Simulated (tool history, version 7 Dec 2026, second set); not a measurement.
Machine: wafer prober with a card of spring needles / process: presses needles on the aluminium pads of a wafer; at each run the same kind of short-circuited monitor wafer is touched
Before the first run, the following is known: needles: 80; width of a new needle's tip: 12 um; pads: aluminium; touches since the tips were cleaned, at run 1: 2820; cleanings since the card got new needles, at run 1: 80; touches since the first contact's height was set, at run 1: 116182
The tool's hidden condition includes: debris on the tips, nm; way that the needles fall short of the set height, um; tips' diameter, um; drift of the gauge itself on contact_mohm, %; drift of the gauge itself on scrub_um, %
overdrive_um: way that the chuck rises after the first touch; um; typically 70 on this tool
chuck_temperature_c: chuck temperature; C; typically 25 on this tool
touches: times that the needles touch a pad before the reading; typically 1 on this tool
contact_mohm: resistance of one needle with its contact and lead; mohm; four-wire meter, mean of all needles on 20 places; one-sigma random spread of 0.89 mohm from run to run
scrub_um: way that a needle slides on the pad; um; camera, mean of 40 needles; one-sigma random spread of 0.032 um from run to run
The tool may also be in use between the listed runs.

run	day	overdrive_um	chuck_temperature_c	touches	touches since the tips were cleaned	cleanings since the card got new needles	touches since the first contact's height was set	contact_mohm	scrub_um
1	0.000	70	25	1	2820	80	116182	231.8	17.94
# day 0.075: tips cleaned on abrasive film
# day 0.442: tips cleaned on abrasive film
# day 0.738: tips cleaned on abrasive film
# day 1.104: tips cleaned on abrasive film
# day 1.417: tips cleaned on abrasive film
2	1.417	70	25	1	0	85	130105	225.4	17.59
# day 1.783: tips cleaned on abrasive film
# day 2.079: tips cleaned on abrasive film
# day 2.446: tips cleaned on abrasive film
# day 2.742: tips cleaned on abrasive film
# day 3.108: tips cleaned on abrasive film
3	3.329	70	25	1	2212	90	148923	233.2	17.65
# day 3.408: tips cleaned on abrasive film
# day 3.771: tips cleaned on abrasive film
# day 4.138: tips cleaned on abrasive film
# day 4.433: tips cleaned on abrasive film
# day 4.662: height of the first contact set anew
4	4.667	70	25	1	2179	94	12	231.6	18.41
# day 4.742: tips cleaned on abrasive film
# day 5.033: tips cleaned on abrasive film
# day 5.400: tips cleaned on abrasive film
# day 5.767: tips cleaned on abrasive film
# day 6.133: tips cleaned on abrasive film
5	6.229	70	25	1	954	99	15402	229.7	18.32
# day 6.454: tips cleaned on abrasive film
# day 6.821: tips cleaned on abrasive film
# day 6.896: tips cleaned on abrasive film, once more
# day 7.192: tips cleaned on abrasive film
6	7.379	70	25	1	1889	103	26679	232.4	18.34
# day 7.529: tips cleaned on abrasive film
# day 7.896: tips cleaned on abrasive film
# day 8.262: tips cleaned on abrasive film
# day 8.629: tips cleaned on abrasive film
# day 8.996: tips cleaned on abrasive film
# day 9.362: tips cleaned on abrasive film
7	9.562	70	25	1	2000	109	48173	233.7	18.27
# day 9.712: tips cleaned on abrasive film
# day 10.079: tips cleaned on abrasive film
# day 10.446: tips cleaned on abrasive film
8	10.712	70	25	1	2657	112	59496	236.1	18.13
# day 10.788: tips cleaned on abrasive film
# day 11.083: tips cleaned on abrasive film
# day 11.450: tips cleaned on abrasive film
# day 11.817: tips cleaned on abrasive film
# day 12.183: tips cleaned on abrasive film
# day 12.508: tips cleaned on abrasive film
9	12.508	70	51	1	0	118	77129	232.5	18.08
# day 12.875: tips cleaned on abrasive film
# day 13.238: tips cleaned on abrasive film
# day 13.533: tips cleaned on abrasive film
# day 13.900: tips cleaned on abrasive film
# day 14.267: tips cleaned on abrasive film
# day 14.633: tips cleaned on abrasive film
10	14.762	70	51	1	1272	124	99340	237.2	17.96
# day 14.983: tips cleaned on abrasive film
# day 15.350: tips cleaned on abrasive film
# day 15.717: tips cleaned on abrasive film
11	15.725	70	51	1	94	127	108822	231.7	17.94
# day 16.021: tips cleaned on abrasive film
# day 16.388: tips cleaned on abrasive film
# day 16.754: tips cleaned on abrasive film
# day 17.121: tips cleaned on abrasive film
12	17.300	70	51	1	1822	131	124359	238.4	17.91
# day 17.450: tips cleaned on abrasive film
# day 17.817: tips cleaned on abrasive film
# day 18.112: tips cleaned on abrasive film
# day 18.479: tips cleaned on abrasive film
# day 18.846: tips cleaned on abrasive film
# day 19.212: tips cleaned on abrasive film
13	19.421	70	51	1	2085	137	145217	243.0	17.84
# day 19.571: tips cleaned on abrasive film
# day 19.938: tips cleaned on abrasive film
# day 20.304: tips cleaned on abrasive film
14	20.371	70	51	1	692	140	154574	235.2	17.83
# day 20.667: tips cleaned on abrasive film
# day 20.962: tips cleaned on abrasive film
# day 21.117: height of the first contact set anew
# day 21.342: tips cleaned on abrasive film
# day 21.633: tips cleaned on abrasive film
# day 22.000: tips cleaned on abrasive film
# day 22.367: tips cleaned on abrasive film
15	22.421	70	51	1	525	146	12799	236.3	18.42
# day 22.712: tips cleaned on abrasive film
# day 23.008: tips cleaned on abrasive film
# day 23.375: tips cleaned on abrasive film
16	23.596	70	51	1	2204	149	24389	241.9	18.34
# day 23.675: tips cleaned on abrasive film
# day 23.967: tips cleaned on abrasive film
# day 24.333: tips cleaned on abrasive film
# day 24.629: tips cleaned on abrasive film
17	24.812	70	66	1	1821	153	36333	244.2	18.31
# day 24.958: tips cleaned on abrasive film
# day 25.254: tips cleaned on abrasive film
# day 25.621: tips cleaned on abrasive film
# day 25.988: tips cleaned on abrasive film
# day 26.354: tips cleaned on abrasive film
# day 26.721: tips cleaned on abrasive film
18	26.862	70	66	1	1416	159	56521	243.6	18.16
# day 27.083: tips cleaned on abrasive film
# day 27.450: tips cleaned on abrasive film
# day 27.817: tips cleaned on abrasive film
# day 28.112: tips cleaned on abrasive film
# day 28.479: tips cleaned on abrasive film
19	28.746	54	106	1	2654	164	75060	271.7	13.90
# day 28.821: tips cleaned on abrasive film
# day 29.117: tips cleaned on abrasive film
# day 29.483: tips cleaned on abrasive film
# day 29.850: tips cleaned on abrasive film
20	30.029	86	27	2	1778	168	87668	224.7	22.33
# day 30.175: tips cleaned on abrasive film
# day 30.542: tips cleaned on abrasive film
# day 30.908: tips cleaned on abrasive film
# day 31.275: tips cleaned on abrasive film
# day 31.571: tips cleaned on abrasive film
# day 31.938: tips cleaned on abrasive film
# day 32.279: tips cleaned on abrasive film
21	32.279	86	25	2	0	175	109790	222.9	22.21
# day 32.642: tips cleaned on abrasive film
# day 32.938: tips cleaned on abrasive film
# day 33.304: tips cleaned on abrasive film
# day 33.671: tips cleaned on abrasive film
22	33.738	86	25	2	661	179	124170	224.9	22.18
# day 34.033: tips cleaned on abrasive film
# day 34.325: tips cleaned on abrasive film
# day 34.692: tips cleaned on abrasive film
# day 35.058: tips cleaned on abrasive film
23	35.067	86	25	2	77	183	137244	223.8	22.10

Expected results for the next run?
# day 35.362: tips cleaned on abrasive film
# day 35.729: tips cleaned on abrasive film
# day 36.062: tips cleaned on abrasive film
24	36.062	70	98	2	0	186	147043	?	?

{"run 24": {"contact_mohm": 244.8, "scrub_um": 17.82}}
If the tool had no hidden condition, the same run with the same run-to-run variation would have returned contact_mohm 238.2 mohm, scrub_um 18.41 um.

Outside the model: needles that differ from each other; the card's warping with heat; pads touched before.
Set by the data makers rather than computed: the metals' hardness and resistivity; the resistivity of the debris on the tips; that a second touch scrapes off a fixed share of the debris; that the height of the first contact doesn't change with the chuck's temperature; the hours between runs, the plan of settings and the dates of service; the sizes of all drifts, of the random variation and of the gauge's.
